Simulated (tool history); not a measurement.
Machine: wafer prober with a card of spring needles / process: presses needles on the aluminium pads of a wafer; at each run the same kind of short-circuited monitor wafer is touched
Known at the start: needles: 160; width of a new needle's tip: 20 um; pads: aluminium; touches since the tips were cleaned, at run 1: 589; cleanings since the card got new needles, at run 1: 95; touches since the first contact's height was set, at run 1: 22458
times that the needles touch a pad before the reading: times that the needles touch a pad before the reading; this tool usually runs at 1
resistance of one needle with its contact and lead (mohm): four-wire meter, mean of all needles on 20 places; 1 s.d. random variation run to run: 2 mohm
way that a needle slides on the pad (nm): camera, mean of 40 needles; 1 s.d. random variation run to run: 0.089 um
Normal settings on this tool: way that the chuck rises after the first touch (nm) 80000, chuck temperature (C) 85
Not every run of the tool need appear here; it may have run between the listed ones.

run,hour,way that the chuck rises after the first touch (nm),chuck temperature (C),times that the needles touch a pad before the reading,touches since the tips were cleaned,cleanings since the card got new needles,touches since the first contact's height was set,resistance of one needle with its contact and lead (mohm),way that a needle slides on the pad (nm)
1,0,80000,85,1,589,95,22458,227,17180
# hour 19.9: tips cleaned on abrasive film
2,36.5,80000,85,1,3042,96,29132,259,16990
# hour 45.8: tips cleaned on abrasive film
# hour 69.4: tips cleaned on abrasive film
# hour 96.2: tips cleaned on abrasive film
3,97.7,80000,85,1,293,99,40321,224,16900
# hour 122.2: tips cleaned on abrasive film
# hour 148.5: tips cleaned on abrasive film
# hour 173.9: tips cleaned on abrasive film
4,173.9,80000,85,1,0,102,54245,220,16840
# hour 200.5: tips cleaned on abrasive film
5,220.8,80000,85,1,3727,103,62833,261,16990
# hour 226.2: tips cleaned on abrasive film
# hour 253.7: tips cleaned on abrasive film
# hour 277.6: tips cleaned on abrasive film
6,286.7,80000,85,1,1682,106,74869,248,16860
# hour 302.1: tips cleaned on abrasive film
7,323.2,80000,85,1,3864,107,81536,270,16860
# hour 328.9: tips cleaned on abrasive film
# hour 352.9: tips cleaned on abrasive film
# hour 379.8: tips cleaned on abrasive film
8,387.5,80000,85,1,1408,110,93293,239,16820
# hour 405.7: tips cleaned on abrasive film
# hour 430.3: tips cleaned on abrasive film
# hour 455.3: tips cleaned on abrasive film
9,459.2,80000,39,1,716,113,106393,216,16920
# hour 483.1: tips cleaned on abrasive film
10,499.8,80000,85,1,3062,114,113822,270,16910
# hour 510.4: tips cleaned on abrasive film
# hour 535.9: tips cleaned on abrasive film
11,549.1,80000,85,1,2426,116,122839,256,16660
# hour 560.6: tips cleaned on abrasive film
# hour 588.7: tips cleaned on abrasive film
12,608.7,80000,40,1,3681,118,133736,265,16650
# hour 614.5: tips cleaned on abrasive film
# hour 642.9: tips cleaned on abrasive film
13,663.2,68000,40,1,3730,120,143700,288,13900
# hour 669: tips cleaned on abrasive film
# hour 694.1: tips cleaned on abrasive film
# hour 719.3: tips cleaned on abrasive film
14,736.5,68000,40,1,3170,123,157098,281,13900
# hour 745.9: tips cleaned on abrasive film
# hour 769.7: tips cleaned on abrasive film
15,789.9,68000,40,1,3712,125,166852,294,13940
# hour 795.7: tips cleaned on abrasive film
# hour 821.2: tips cleaned on abrasive film
# hour 847.5: tips cleaned on abrasive film
16,850.5,68000,40,1,550,128,177915,231,13680
# hour 875.8: tips cleaned on abrasive film
# hour 900.5: tips cleaned on abrasive film
17,910.2,68000,40,1,1776,130,188833,272,13670
# hour 925.7: tips cleaned on abrasive film
# hour 952.7: tips cleaned on abrasive film
18,952.7,68000,40,1,0,132,196607,218,13690
# hour 981.2: tips cleaned on abrasive film
19,987.6,80000,72,2,1175,133,202989,232,16180

For run 20, what comes out?
# hour 1008.7: tips cleaned on abrasive film
# hour 1034.6: tips cleaned on abrasive film
20,1042.8,80000,72,2,1505,135,213080,?,?

resistance of one needle with its contact and lead (mohm): 231
way that a needle slides on the pad (nm): 16120
The same run, on a tool lacking any hidden state, would have yielded resistance of one needle with its contact and lead (mohm) 206, way that a needle slides on the pad (nm) 17160.
